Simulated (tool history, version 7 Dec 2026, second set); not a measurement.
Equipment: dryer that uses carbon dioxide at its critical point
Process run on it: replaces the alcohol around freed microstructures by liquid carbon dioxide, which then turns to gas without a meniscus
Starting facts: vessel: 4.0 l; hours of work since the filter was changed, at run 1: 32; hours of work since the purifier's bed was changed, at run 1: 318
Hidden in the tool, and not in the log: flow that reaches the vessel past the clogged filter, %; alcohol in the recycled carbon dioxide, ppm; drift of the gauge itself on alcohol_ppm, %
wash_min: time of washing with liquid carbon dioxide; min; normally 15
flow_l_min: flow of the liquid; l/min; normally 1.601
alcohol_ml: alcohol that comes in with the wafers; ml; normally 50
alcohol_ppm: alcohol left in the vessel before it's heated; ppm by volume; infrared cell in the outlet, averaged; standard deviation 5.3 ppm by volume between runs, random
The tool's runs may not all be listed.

| run | hour | wash_min | flow_l_min | alcohol_ml | hours of work since the filter was changed | hours of work since the purifier's bed was changed | alcohol_ppm |
|---|---|---|---|---|---|---|---|
| 1 | 0.0 | 15 | 1.601 | 50 | 32 | 318 | 260 |
| 2 | 6.0 | 15 | 1.601 | 50 | 35 | 322 | 272 |
| 3 | 17.8 | 15 | 1.601 | 83 | 42 | 328 | 361 |
| 4 | 26.1 | 15 | 1.601 | 27 | 47 | 333 | 218 |
| 5 | 38.3 | 15 | 1.601 | 27 | 54 | 340 | 216 |
| 6 | 50.4 | 15 | 1.601 | 27 | 61 | 347 | 231 |
| 7 | 63.3 | 15 | 1.601 | 27 | 68 | 355 | 228 |
| 8 | 77.0 | 15 | 1.601 | 27 | 76 | 362 | 228 |
| 9 | 84.6 | 15 | 1.601 | 27 | 81 | 367 | 231 |
| 10 | 96.3 | 15 | 1.601 | 27 | 87 | 374 | 244 |
| 11 | 108.7 | 15 | 1.601 | 27 | 94 | 381 | 241 |
| 12 | 121.8 | 15 | 1.601 | 51 | 102 | 388 | 310 |
| 13 | 130.9 | 15 | 2.150 | 50 | 107 | 393 | 208 |
| 14 | 143.3 | 15 | 2.150 | 50 | 114 | 400 | 208 |
| 15 | 157.2 | 15 | 2.150 | 50 | 122 | 409 | 211 |
| 16 | 170.3 | 15 | 2.150 | 50 | 130 | 416 | 205 |
| 17 | 181.3 | 15 | 2.150 | 50 | 136 | 422 | 215 |
| 18 | 191.1 | 15 | 2.150 | 50 | 142 | 428 | 226 |
| 19 | 201.5 | 15 | 1.440 | 50 | 148 | 434 | 417 |
| 20 | 207.7 | 15 | 1.440 | 50 | 151 | 438 | 413 |
| 21 | 220.3 | 15 | 1.440 | 50 | 158 | 445 | 438 |
| 22 | 228.3 | 15 | 1.440 | 50 | 163 | 449 | 440 |
| 23 | 239.7 | 15 | 1.440 | 50 | 170 | 456 | 437 |
| 24 | 249.0 | 19 | 1.340 | 71 | 175 | 461 | 388 |
|  | 257.9 | inlet filter changed |
| 25 | 259.1 | 22 | 1.340 | 83 | 1 | 466 | 279 |
| 26 | 266.8 | 23 | 1.770 | 52 | 5 | 471 | 208 |
| 27 | 276.3 | 15 | 1.710 | 50 | 11 | 476 | 313 |
| 28 | 282.8 | 23 | 1.710 | 23 | 14 | 480 | 213 |
| 29 | 293.2 | 23 | 1.710 | 23 | 20 | 486 | 212 |
| 30 | 303.2 | 23 | 1.710 | 23 | 26 | 492 | 225 |
| 31 | 309.4 | 21 | 1.601 | 25 | 30 | 495 | 226 |
| 32 | 320.0 | 22 | 1.110 | 52 | 36 | 501 | 341 |
| 33 | 330.9 | 22 | 1.110 | 52 | 42 | 508 | 351 |

Predict the results of run 34:
| 34 | 341.2 | 15 | 1.140 | 50 | 48 | 514 | ? |

alcohol_ppm: 701 ppm by volume
Were there no unlogged condition in the tool, this run, its random variation unchanged, would have produced alcohol_ppm 452 ppm by volume.

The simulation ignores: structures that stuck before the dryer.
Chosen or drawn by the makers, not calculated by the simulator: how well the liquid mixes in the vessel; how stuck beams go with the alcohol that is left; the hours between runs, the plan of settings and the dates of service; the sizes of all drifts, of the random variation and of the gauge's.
